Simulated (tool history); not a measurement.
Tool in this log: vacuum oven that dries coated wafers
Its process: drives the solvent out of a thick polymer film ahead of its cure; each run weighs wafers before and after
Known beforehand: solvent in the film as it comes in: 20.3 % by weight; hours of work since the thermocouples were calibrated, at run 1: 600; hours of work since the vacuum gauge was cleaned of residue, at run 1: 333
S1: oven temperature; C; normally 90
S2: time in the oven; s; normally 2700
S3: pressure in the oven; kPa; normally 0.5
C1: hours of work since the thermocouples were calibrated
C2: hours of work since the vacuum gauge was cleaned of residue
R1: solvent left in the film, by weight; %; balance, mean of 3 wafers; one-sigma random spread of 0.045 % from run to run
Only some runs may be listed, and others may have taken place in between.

run	hour	S1	S2	S3	C1	C2	R1
1	0	90	2700	0.5	600	333	2.15
2	50.7	90	2700	0.5	635	369	2.15
3	89.9	90	2700	0.5	663	397	2.2
4	156.9	90	2700	0.5	711	444	2.15
5	225.4	90	2700	0.5	759	493	2.17
6	262	90	2580	0.5	785	519	2.38
7	346.5	90	1620	0.5	845	578	4.7
8	399	90	2700	0.5	882	616	2.18
9	470.8	99	2700	0.5	933	666	0.88
10	509.7	99	2700	0.5	960	694	0.97
11	590.4	99	2700	0.5	1018	751	0.91
12	675.2	99	2700	0.5	1078	811	0.89
13	718.3	99	2700	0.5	1108	842	0.87
14	802.3	99	2700	0.5	1168	901	0.97
15	881.2	96	1860	1.071	1223	957	2.89
16	920.1	89	4740	1.071	1251	985	1.34
17	1005.9	90	1800	0.5	1312	1045	4.14

Run 18 is up next; what results do you expect?
18	1049.3	90	3660	0.502	1342	1076	?

{"run 18": {"R1": 1.32}}
If the tool had no hidden condition, the same run with the same run-to-run variation would have returned R1 1.3 %.
